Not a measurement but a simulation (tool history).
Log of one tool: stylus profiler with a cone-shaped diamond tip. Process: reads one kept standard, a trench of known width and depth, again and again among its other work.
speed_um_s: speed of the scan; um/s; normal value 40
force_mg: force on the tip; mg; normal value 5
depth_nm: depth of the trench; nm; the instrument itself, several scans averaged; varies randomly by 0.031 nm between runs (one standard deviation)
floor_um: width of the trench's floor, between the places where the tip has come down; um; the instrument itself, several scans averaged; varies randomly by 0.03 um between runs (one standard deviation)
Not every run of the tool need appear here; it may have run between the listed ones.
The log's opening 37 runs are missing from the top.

run 38 hour=451.9 | speed_um_s=39 force_mg=14.36 | depth_nm=104.17 floor_um=27.54
run 39 hour=462.1 | speed_um_s=39 force_mg=2.21 | depth_nm=101.39 floor_um=27.49
run 40 hour=474.6 | speed_um_s=98 force_mg=7.04 | depth_nm=102.7 floor_um=27.44
run 41 hour=488 | speed_um_s=98 force_mg=7.04 | depth_nm=102.66 floor_um=27.4
run 42 hour=501.7 | speed_um_s=42 force_mg=9.71 | depth_nm=103.27 floor_um=27.42
run 43 hour=512.4 | speed_um_s=14 force_mg=2.28 | depth_nm=101.39 floor_um=27.56
run 44 hour=524.7 | speed_um_s=17 force_mg=4.41 | depth_nm=102.03 floor_um=27.5
run 45 hour=540 | speed_um_s=14 force_mg=5 | depth_nm=102.17 floor_um=27.52
run 46 hour=555 | speed_um_s=24 force_mg=4.52 | depth_nm=102.01 floor_um=27.52
run 47 hour=568.3 | speed_um_s=151 force_mg=4.52 | depth_nm=102.06 floor_um=27.23

Forecast each of these 3 alternatives for the next run:
run A hour=582.4 | speed_um_s=52 force_mg=5 | depth_nm=? floor_um=?
run B hour=582.4 | speed_um_s=28 force_mg=9.32 | depth_nm=? floor_um=?
run C hour=582.4 | speed_um_s=53 force_mg=1.87 | depth_nm=? floor_um=?

run=A depth_nm=102.23 floor_um=27.44
run=B depth_nm=103.18 floor_um=27.41
run=C depth_nm=101.19 floor_um=27.35
With no hidden state in the tool, these same runs would have given:
run=A depth_nm=102.03 floor_um=27.97
run=B depth_nm=102.98 floor_um=27.94
run=C depth_nm=100.99 floor_um=27.88

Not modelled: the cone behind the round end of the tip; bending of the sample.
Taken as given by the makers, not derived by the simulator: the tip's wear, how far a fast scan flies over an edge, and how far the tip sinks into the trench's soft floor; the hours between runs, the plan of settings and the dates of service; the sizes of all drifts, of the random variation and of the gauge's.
